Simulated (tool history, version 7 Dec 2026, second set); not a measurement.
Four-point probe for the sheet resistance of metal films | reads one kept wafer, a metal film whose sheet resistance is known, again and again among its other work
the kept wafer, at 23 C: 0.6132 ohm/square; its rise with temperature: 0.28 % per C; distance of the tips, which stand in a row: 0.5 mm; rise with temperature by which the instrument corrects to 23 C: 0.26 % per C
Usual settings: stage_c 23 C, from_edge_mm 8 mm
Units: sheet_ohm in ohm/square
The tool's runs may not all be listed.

run	hour	stage_c	from_edge_mm	sheet_ohm
1	0.0	23	8	0.618864
2	26.1	23	8	0.618642
3	47.7	23	8	0.618651
4	77.1	23	8	0.618769
5	89.2	23	8	0.619138
6	101.8	23	8	0.619000
7	129.7	23	8	0.618980
8	157.5	23	8	0.619068
9	186.6	23	8	0.618942
10	213.7	23	8	0.618842
11	240.0	30	34	0.618438
12	269.4	30	34	0.618556
13	281.5	30	34	0.618653
14	295.7	26	8	0.619430
15	309.7	26	8	0.619726

Some steps in sheet_ohm between neighbouring runs. How much of each would the tool show without its hidden state too (settings, what came in, random variation), and how much is left for the hidden state, with any gauge scatter that isn't in both results?
The hidden state here: inner tips' distance over the nominal, %; tips' flats over new ones', %; wafer's true temperature over the reading, C; drift of the gauge itself on sheet_ohm, %.
Run 11 -> 12: no setting changed, nothing entered. sheet_ohm +0.000118 ohm/square: hidden state +0.000040, all else +0.000078.
Run 13 -> 14: stage_c 30 -> 26, from_edge_mm 34 -> 8. sheet_ohm +0.000777 ohm/square: hidden state +0.000020, all else +0.000757.

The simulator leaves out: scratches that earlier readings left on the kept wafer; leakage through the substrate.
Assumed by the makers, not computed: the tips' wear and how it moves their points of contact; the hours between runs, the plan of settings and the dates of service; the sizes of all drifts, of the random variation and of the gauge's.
